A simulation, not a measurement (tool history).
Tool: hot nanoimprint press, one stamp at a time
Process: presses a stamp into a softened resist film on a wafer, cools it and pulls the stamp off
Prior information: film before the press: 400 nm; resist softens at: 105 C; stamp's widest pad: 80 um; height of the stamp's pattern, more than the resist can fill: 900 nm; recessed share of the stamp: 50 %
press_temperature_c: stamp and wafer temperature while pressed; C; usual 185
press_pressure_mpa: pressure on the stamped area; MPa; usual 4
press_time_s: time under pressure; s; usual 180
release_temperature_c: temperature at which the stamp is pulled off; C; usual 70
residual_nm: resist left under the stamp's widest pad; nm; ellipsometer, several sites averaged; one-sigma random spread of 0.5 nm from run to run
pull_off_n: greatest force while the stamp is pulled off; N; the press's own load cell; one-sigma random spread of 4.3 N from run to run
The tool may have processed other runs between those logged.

run,hour,press_temperature_c,press_pressure_mpa,press_time_s,release_temperature_c,residual_nm,pull_off_n
1,0,185,4,180,70,175,232
2,57.3,185,4,180,70,176.3,237
# hour 143.1: plate thermocouple calibrated
3,143.1,185,4,180,74,174.2,228
# hour 176.8: stamp cleaned and given a new release coat
4,240.5,185,4,180,74,174.2,195
5,329.4,185,4,180,70,173.5,236
6,425.4,185,4,180,70,173.9,235
# hour 485.5: stamp cleaned and given a new release coat
# hour 502.3: plate thermocouple calibrated
7,512.9,185,4,263,70,153.4,218
# hour 574.3: plate thermocouple calibrated, once more
8,607.9,185,4,263,70,155.4,226
9,704.9,185,4,263,70,153.8,242
10,779.9,185,4,180,70,179.2,255
# hour 797.9: stamp cleaned and given a new release coat
11,861,185,4,180,70,178.8,219
12,913.8,185,4,100,70,223.9,221
# hour 931.3: plate thermocouple calibrated
# hour 939.3: press's hydraulic seals changed and the load cell set to zero
13,1006.9,185,3.13,180,70,192.8,243
14,1100.5,185,3.13,180,70,192.5,247

The next listed run, before its measurement:
# hour 1113.5: stamp cleaned and given a new release coat
15,1150.5,185,4,180,70,?,?

{"run 15": {"residual_nm": 174.1, "pull_off_n": 206}}
The same run, on a tool lacking any hidden state, would have yielded residual_nm 174.9 nm, pull_off_n 202 N.

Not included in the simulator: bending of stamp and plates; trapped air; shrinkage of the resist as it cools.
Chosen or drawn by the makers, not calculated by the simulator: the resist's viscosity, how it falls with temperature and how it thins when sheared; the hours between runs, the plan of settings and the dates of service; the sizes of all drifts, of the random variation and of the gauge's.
